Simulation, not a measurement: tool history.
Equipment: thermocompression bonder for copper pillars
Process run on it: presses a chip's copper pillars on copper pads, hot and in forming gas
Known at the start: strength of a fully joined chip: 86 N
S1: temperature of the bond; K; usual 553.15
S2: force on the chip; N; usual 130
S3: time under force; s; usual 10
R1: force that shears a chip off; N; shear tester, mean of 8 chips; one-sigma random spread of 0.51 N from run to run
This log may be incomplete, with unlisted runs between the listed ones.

run,day,S1,S2,S3,R1
1,0.000,553.15,130,10,51.0
2,0.329,553.15,130,10,51.0
3,0.554,553.15,130,10,49.6
4,0.904,553.15,130,10,50.5
5,1.204,553.15,130,10,50.5
6,1.679,553.15,130,10,50.2
7,2.096,537.15,130,10,43.9
8,2.412,537.15,130,10,43.7
9,2.833,537.15,130,10,44.0
10,3.204,537.15,130,10,44.6
11,3.550,537.15,130,10,44.2
12,4.012,537.15,130,10,44.3
13,4.450,553.15,163,10,61.3
14,4.812,553.15,163,10,60.4
15,5.208,526.15,156,15,52.7
16,5.567,582.15,123,6,52.5
17,5.796,582.15,167,6,66.0
18,6.004,582.15,167,6,65.5
19,6.212,525.15,187,27,69.4
20,6.608,530.15,126,18,48.8
21,6.900,529.15,130,10,40.4
22,7.238,538.15,130,14,49.5
23,7.546,538.15,130,14,49.8
24,8.012,538.15,130,14,50.4
25,8.258,581.15,138,26,76.4
26,8.458,581.15,138,26,76.0
27,8.812,553.15,88,7,30.5
28,9.121,570.15,154,10,64.1

Taken out of this log: 1 entry between the listed runs. Where each belongs, and how the hidden state differs across it:
From run 7 to run 8: forming gas filter changed (day 2.250)
  oxide that the forming gas leaves, % of the face: 1.04 -> 0.51
